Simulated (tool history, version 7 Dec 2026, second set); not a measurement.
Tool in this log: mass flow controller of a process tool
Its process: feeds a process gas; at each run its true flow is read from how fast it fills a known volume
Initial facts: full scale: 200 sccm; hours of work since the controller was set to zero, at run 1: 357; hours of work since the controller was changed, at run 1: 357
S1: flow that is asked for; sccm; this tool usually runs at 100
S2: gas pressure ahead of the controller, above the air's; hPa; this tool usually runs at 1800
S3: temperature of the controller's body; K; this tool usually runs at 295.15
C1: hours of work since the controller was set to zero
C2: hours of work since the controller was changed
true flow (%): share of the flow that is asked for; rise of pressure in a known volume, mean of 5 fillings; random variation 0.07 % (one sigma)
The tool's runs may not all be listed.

{"run": 1, "hour": 0.0, "S1": 100, "S2": 1800, "S3": 295.15, "C1": 357, "C2": 357, "true flow (%)": 98.34}
{"run": 2, "hour": 55.4, "S1": 100, "S2": 1800, "S3": 295.15, "C1": 376, "C2": 376, "true flow (%)": 98.31}
{"run": 3, "hour": 156.1, "S1": 100, "S2": 1800, "S3": 295.15, "C1": 409, "C2": 409, "true flow (%)": 98.25}
{"run": 4, "hour": 252.0, "S1": 100, "S2": 1800, "S3": 295.15, "C1": 441, "C2": 441, "true flow (%)": 98.31}
{"run": 5, "hour": 335.6, "S1": 100, "S2": 1800, "S3": 295.15, "C1": 469, "C2": 469, "true flow (%)": 98.34}
{"run": 6, "hour": 441.1, "S1": 63, "S2": 1800, "S3": 295.15, "C1": 504, "C2": 504, "true flow (%)": 97.5}
{"run": 7, "hour": 516.2, "S1": 63, "S2": 1800, "S3": 295.15, "C1": 529, "C2": 529, "true flow (%)": 97.4}
{"run": 8, "hour": 583.8, "S1": 63, "S2": 1860, "S3": 295.15, "C1": 551, "C2": 551, "true flow (%)": 97.61}
{"run": 9, "hour": 652.6, "S1": 37, "S2": 2780, "S3": 302.15, "C1": 574, "C2": 574, "true flow (%)": 96.72}
{"run": 10, "hour": 715.4, "S1": 34, "S2": 2460, "S3": 300.15, "C1": 595, "C2": 595, "true flow (%)": 96.42}
{"run": 11, "hour": 764.4, "S1": 66, "S2": 2570, "S3": 304.15, "C1": 611, "C2": 611, "true flow (%)": 97.25}
{"run": 12, "hour": 866.0, "S1": 66, "S2": 2570, "S3": 304.15, "C1": 645, "C2": 645, "true flow (%)": 97.1}
{"run": 13, "hour": 953.1, "S1": 119, "S2": 2530, "S3": 295.15, "C1": 674, "C2": 674, "true flow (%)": 98.96}

Forecast each of these 4 alternatives for the next run:
{"run": "A", "hour": 1058.2, "S1": 121, "S2": 1410, "S3": 303.15, "C1": 709, "C2": 709, "true flow (%)": "?"}
{"run": "B", "hour": 1058.2, "S1": 28, "S2": 1800, "S3": 306.15, "C1": 709, "C2": 709, "true flow (%)": "?"}
{"run": "C", "hour": 1058.2, "S1": 132, "S2": 1730, "S3": 299.15, "C1": 709, "C2": 709, "true flow (%)": "?"}
{"run": "D", "hour": 1058.2, "S1": 161, "S2": 1480, "S3": 305.15, "C1": 709, "C2": 709, "true flow (%)": "?"}

run=A true_flow_(%)=97.39
run=B true_flow_(%)=94.69
run=C true_flow_(%)=98.29
run=D true_flow_(%)=98.07
Without the tool's hidden state the same runs would have given:
run=A true_flow_(%)=97.83
run=B true_flow_(%)=96.42
run=C true_flow_(%)=98.7
run=D true_flow_(%)=98.42
